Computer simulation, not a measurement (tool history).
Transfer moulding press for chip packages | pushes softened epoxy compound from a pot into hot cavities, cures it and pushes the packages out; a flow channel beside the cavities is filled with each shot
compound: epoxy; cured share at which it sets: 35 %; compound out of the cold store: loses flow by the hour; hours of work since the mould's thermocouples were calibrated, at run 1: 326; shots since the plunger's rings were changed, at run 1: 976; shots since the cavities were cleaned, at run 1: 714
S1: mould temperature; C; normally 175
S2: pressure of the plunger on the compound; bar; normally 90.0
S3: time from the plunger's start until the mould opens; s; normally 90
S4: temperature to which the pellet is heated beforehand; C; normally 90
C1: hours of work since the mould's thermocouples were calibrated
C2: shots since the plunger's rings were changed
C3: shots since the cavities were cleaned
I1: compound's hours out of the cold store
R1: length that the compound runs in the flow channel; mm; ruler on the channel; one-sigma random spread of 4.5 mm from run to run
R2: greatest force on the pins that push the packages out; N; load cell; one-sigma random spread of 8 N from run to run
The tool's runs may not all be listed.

run   hour   S1    S2   S3  S4   C1    C2    C3    I1   R1    R2
  1    0.0  175  90.0   90  90  326   976   714  28.1  798   523
  2   10.9  175  90.0   90  90  334  1124   862  18.8  809   562
  3   28.5  175  90.0   90  90  347  1364  1102  40.1  767   571
      33.1  -- cavities cleaned with cleaning compound and waxed
  4   47.3  175  90.0   90  90  360  1599   192  24.9  797   428
  5   61.4  175  90.0   90  90  370  1791   384  22.0  797   484
  6   81.0  175  90.0   90  90  384  2058   651  13.6  818   546
  7   95.7  175  90.0   90  90  395  2258   851  26.8  771   564
  8  110.0  175  90.0   90  90  405  2452  1045  21.3  787   588
     118.8  -- cavities cleaned with cleaning compound and waxed
  9  126.4  175  90.0   90  90  416  2655   103  10.5  814   428
 10  138.8  175  68.4   90  90  425  2824   272  23.0  682   463
 11  157.3  175  90.0   90  90  439  3076   524   9.0  809   535
 12  166.4  175  90.0   90  90  445  3200   648  38.1  745   523
 13  182.6  175  90.0   90  90  457  3420   868   8.9  806   571
 14  202.5  175  90.0   90  90  472  3690  1138  46.0  717   560
     205.9  -- cavities cleaned with cleaning compound and waxed
 15  217.8  175  90.0   90  90  482  3879   162  31.7  740   427
 16  231.5  172  90.0   73  90  492  4066   349  28.7  768   936
 17  247.5  172  90.0   73  90  504  4284   567  14.9  791  1078
     254.6  -- plunger's sealing rings changed
 18  271.1  172  90.0   73  90  519   224   853  41.9  782  1114
 19  286.1  172  90.0   73  90  530   428  1057  32.2  806  1200
     294.7  -- cavities cleaned with cleaning compound and waxed
 20  300.7  172  90.0   73  90  540   607    82  24.0  815   878
 21  314.8  171  76.6  126  84  550   799   274  34.9  737   343
 22  325.9  169  76.6  126  96  558   949   424  36.8  726   405
 23  344.9  172  90.0  100  90  572  1208   683  15.3  834   547
 24  364.1  170  80.5   89  82  586  1469   944  18.1  797   897
 25  377.2  170  80.5   89  82  595  1648  1123  13.9  798   899
     380.4  -- cavities cleaned with cleaning compound and waxed
 26  396.2  170  80.5   89  82  608  1886   216  42.6  720   680

Estimate the outcome of run 27 from the log above:
 27  415.4  170  80.5  89  82  622  2147  477  14.5   ?   ?

Run 27 came out at R1 786 mm, R2 790 N.
On a tool with no hidden condition, and with the same random variation, this run would have come out at R1 814 mm, R2 552 N.
